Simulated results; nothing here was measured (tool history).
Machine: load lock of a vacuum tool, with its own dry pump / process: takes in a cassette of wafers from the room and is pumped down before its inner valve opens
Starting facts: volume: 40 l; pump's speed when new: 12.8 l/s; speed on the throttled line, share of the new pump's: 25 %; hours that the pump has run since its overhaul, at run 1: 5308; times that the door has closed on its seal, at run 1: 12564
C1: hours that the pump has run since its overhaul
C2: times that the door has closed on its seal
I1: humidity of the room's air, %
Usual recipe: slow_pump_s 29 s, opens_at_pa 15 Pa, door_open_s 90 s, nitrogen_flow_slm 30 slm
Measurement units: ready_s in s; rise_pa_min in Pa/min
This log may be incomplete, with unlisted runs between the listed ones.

run 1 day=0.000 | slow_pump_s=29 opens_at_pa=15 door_open_s=90 nitrogen_flow_slm=30 | C1=5308 C2=12564 | I1=45.9 | ready_s=48.9 rise_pa_min=0.047
run 2 day=10.521 | slow_pump_s=29 opens_at_pa=15 door_open_s=90 nitrogen_flow_slm=30 | C1=5560 C2=13533 | I1=44.5 | ready_s=49.1 rise_pa_min=0.045
run 3 day=18.600 | slow_pump_s=29 opens_at_pa=15 door_open_s=90 nitrogen_flow_slm=30 | C1=5754 C2=14277 | I1=42.9 | ready_s=49.5 rise_pa_min=0.037
run 4 day=28.346 | slow_pump_s=29 opens_at_pa=15 door_open_s=90 nitrogen_flow_slm=30 | C1=5988 C2=15175 | I1=43.7 | ready_s=49.1 rise_pa_min=0.044
run 5 day=39.158 | slow_pump_s=29 opens_at_pa=15 door_open_s=90 nitrogen_flow_slm=30 | C1=6247 C2=16172 | I1=44.2 | ready_s=49.1 rise_pa_min=0.043
run 6 day=45.771 | slow_pump_s=29 opens_at_pa=23 door_open_s=90 nitrogen_flow_slm=30 | C1=6406 C2=16781 | I1=44.9 | ready_s=48.4 rise_pa_min=0.045
run 7 day=54.221 | slow_pump_s=29 opens_at_pa=25 door_open_s=90 nitrogen_flow_slm=30 | C1=6609 C2=17560 | I1=48.5 | ready_s=47.2 rise_pa_min=0.045
run 8 day=63.667 | slow_pump_s=29 opens_at_pa=25 door_open_s=90 nitrogen_flow_slm=30 | C1=6836 C2=18430 | I1=47.1 | ready_s=47.4 rise_pa_min=0.047
run 9 day=71.821 | slow_pump_s=29 opens_at_pa=25 door_open_s=90 nitrogen_flow_slm=30 | C1=7031 C2=19181 | I1=42.8 | ready_s=47.7 rise_pa_min=0.042
run 10 day=78.575 | slow_pump_s=29 opens_at_pa=20 door_open_s=90 nitrogen_flow_slm=4 | C1=7193 C2=19803 | I1=48.9 | ready_s=48.5 rise_pa_min=0.080
run 11 day=86.654 | slow_pump_s=17 opens_at_pa=10 door_open_s=42 nitrogen_flow_slm=22 | C1=7387 C2=20548 | I1=43.5 | ready_s=41.7 rise_pa_min=0.034
run 12 day=94.488 | slow_pump_s=30 opens_at_pa=24 door_open_s=181 nitrogen_flow_slm=11 | C1=7575 C2=21269 | I1=41.5 | ready_s=48.2 rise_pa_min=0.071
run 13 day=103.271 | slow_pump_s=30 opens_at_pa=22 door_open_s=43 nitrogen_flow_slm=22 | C1=7786 C2=22079 | I1=43.8 | ready_s=48.6 rise_pa_min=0.037

Here are 3 independent what-if runs from the current tool condition. What would each one return?
run A day=112.588 | slow_pump_s=29 opens_at_pa=24 door_open_s=90 nitrogen_flow_slm=30 | C1=8010 C2=22937 | I1=47.3 | ready_s=? rise_pa_min=?
run B day=112.588 | slow_pump_s=34 opens_at_pa=22 door_open_s=204 nitrogen_flow_slm=37 | C1=8010 C2=22937 | I1=45.1 | ready_s=? rise_pa_min=?
run C day=112.588 | slow_pump_s=16 opens_at_pa=22 door_open_s=67 nitrogen_flow_slm=22 | C1=8010 C2=22937 | I1=46.2 | ready_s=? rise_pa_min=?

run=A ready_s=48.0 rise_pa_min=0.047
run=B ready_s=52.2 rise_pa_min=0.057
run=C ready_s=38.5 rise_pa_min=0.043
With the hidden condition removed and each run's random variation left untouched, the same runs would have given:
run=A ready_s=48.0 rise_pa_min=0.046
run=B ready_s=52.2 rise_pa_min=0.056
run=C ready_s=38.5 rise_pa_min=0.043

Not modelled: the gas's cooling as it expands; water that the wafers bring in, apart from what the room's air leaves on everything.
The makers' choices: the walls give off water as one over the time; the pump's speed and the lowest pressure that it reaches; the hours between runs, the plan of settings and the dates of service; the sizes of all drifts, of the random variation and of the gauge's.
